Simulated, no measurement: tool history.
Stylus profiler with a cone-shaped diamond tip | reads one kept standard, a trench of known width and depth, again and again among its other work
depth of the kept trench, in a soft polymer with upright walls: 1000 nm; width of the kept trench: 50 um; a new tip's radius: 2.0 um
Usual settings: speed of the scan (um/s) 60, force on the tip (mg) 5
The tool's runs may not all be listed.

run   hour  speed of the scan (um/s)  force on the tip (mg)  depth of the trench (nm)  width of the trench's floor (nm)
  1      0                        60                      5                   1014.53                             45920
  2   17.1                        60                      5                   1014.53                             45960
  3   27.8                        19                      5                   1014.54                             46030
  4     36                        60                      5                   1014.35                             45890
  5   47.8                        60                      5                    1014.3                             45900
  6   60.4                        36                      5                   1014.75                             45990
  7   73.4                        36                      5                   1014.63                             45890
  8   91.3                        51                   2.46                   1008.92                             45800
  9   99.7                        81                  14.45                   1029.71                             45890
 10  111.6                        23                    2.2                   1007.87                             45900
 11  122.7                        71                   2.58                   1008.48                             45740

Hidden state or all else? Some run-to-run changes of depth of the trench (nm), split into what the settings, what came in and random variation would give without the hidden state, and what is left for the hidden state (with any gauge scatter that isn't in both results):
The hidden state here: radius of the tip, um; height scale over the true one, %; drift of the gauge itself on depth_nm, %; drift of the gauge itself on floor_um, %.
Run 8 -> 9: speed of the scan (um/s) 51 -> 81, force on the tip (mg) 2.46 -> 14.45. depth of the trench (nm) +20.79: hidden state -0.04, all else +20.83.
Run 9 -> 10: speed of the scan (um/s) 81 -> 23, force on the tip (mg) 14.45 -> 2.2. depth of the trench (nm) -21.84: hidden state -0.01, all else -21.83.
